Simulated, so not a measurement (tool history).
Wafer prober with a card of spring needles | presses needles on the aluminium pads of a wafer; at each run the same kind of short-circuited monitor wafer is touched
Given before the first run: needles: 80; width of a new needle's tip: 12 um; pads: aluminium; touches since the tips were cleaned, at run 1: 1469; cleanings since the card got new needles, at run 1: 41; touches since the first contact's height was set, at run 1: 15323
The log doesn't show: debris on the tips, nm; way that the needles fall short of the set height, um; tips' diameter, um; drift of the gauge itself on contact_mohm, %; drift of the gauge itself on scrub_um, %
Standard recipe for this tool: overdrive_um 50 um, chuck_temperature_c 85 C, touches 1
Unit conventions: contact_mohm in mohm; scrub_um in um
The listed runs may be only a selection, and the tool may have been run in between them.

run   hour  overdrive_um  chuck_temperature_c  touches  touches since the tips were cleaned  cleanings since the card got new needles  touches since the first contact's height was set  contact_mohm  scrub_um
  1      0            50                   85        1                                 1469                                        41                                             15323           271      6.74
      27.4  -- tips cleaned on abrasive film
  2   35.3            50                   85        1                                 1538                                        42                                             22173           272      6.76
      62.5  -- tips cleaned on abrasive film
  3   83.4            50                   85        1                                 4069                                        43                                             31519           270      6.75
      98.3  -- tips cleaned on abrasive film
  4  129.4            50                   85        1                                 6048                                        44                                             40463           272      6.73
     132.5  -- tips cleaned on abrasive film
     167.7  -- tips cleaned on abrasive film
  5    174            50                   85        1                                 1230                                        46                                             49122           270      6.76
     200.5  -- tips cleaned on abrasive film
  6  213.7            50                   85        1                                 2574                                        47                                             56823           273      6.78
     234.4  -- tips cleaned on abrasive film
  7  240.9            50                   85        1                                 1281                                        48                                             62116           271      6.75
     266.2  -- tips cleaned on abrasive film
  8  287.2            50                   85        1                                 4077                                        49                                             71101           272      6.75
     298.8  -- tips cleaned on abrasive film
  9  320.7            50                   85        3                                 4266                                        50                                             77615           272      6.75
     333.5  -- tips cleaned on abrasive film
 10  362.1            50                   85        3                                 5583                                        51                                             85665           269      6.74
       366  -- tips cleaned on abrasive film
 11  394.1            50                   30        3                                 5472                                        52                                             91865           257      6.78
     399.9  -- tips cleaned on abrasive film
 12  430.1            50                  100        1                                 5865                                        53                                             98853           275      6.77
     433.6  -- tips cleaned on abrasive film
       468  -- tips cleaned on abrasive film
 13  475.2            50                  103        2                                 1415                                        55                                            107610           278      6.78
     499.8  -- tips cleaned on abrasive film
 14    507            50                  103        2                                 1412                                        56                                            113783           277      6.78
 15    531            56                   44        2                                 6089                                        56                                            118460           257       7.6

Below are 4 alternative next runs, each starting from the tool's condition after run 15. Predict each:
     534.6  -- tips cleaned on abrasive film
     567.3  -- tips cleaned on abrasive film
  A  570.2            50                   85        1                                  574                                        58                                            126060             ?         ?
     534.6  -- tips cleaned on abrasive film
     567.3  -- tips cleaned on abrasive film
  B  570.2            56                   85        1                                  574                                        58                                            126060             ?         ?
     534.6  -- tips cleaned on abrasive film
     567.3  -- tips cleaned on abrasive film
  C  570.2            50                   85        2                                  574                                        58                                            126060             ?         ?
     534.6  -- tips cleaned on abrasive film
     567.3  -- tips cleaned on abrasive film
  D  570.2            35                   55        1                                  574                                        58                                            126060             ?         ?

run  contact_mohm  scrub_um
  A           268      6.78
  B           270      7.61
  C           268      6.78
  D           269      4.76
Without the tool's hidden state the same runs would have given:
run  contact_mohm  scrub_um
  A           268      6.71
  B           270      7.54
  C           268      6.72
  D           269      4.71

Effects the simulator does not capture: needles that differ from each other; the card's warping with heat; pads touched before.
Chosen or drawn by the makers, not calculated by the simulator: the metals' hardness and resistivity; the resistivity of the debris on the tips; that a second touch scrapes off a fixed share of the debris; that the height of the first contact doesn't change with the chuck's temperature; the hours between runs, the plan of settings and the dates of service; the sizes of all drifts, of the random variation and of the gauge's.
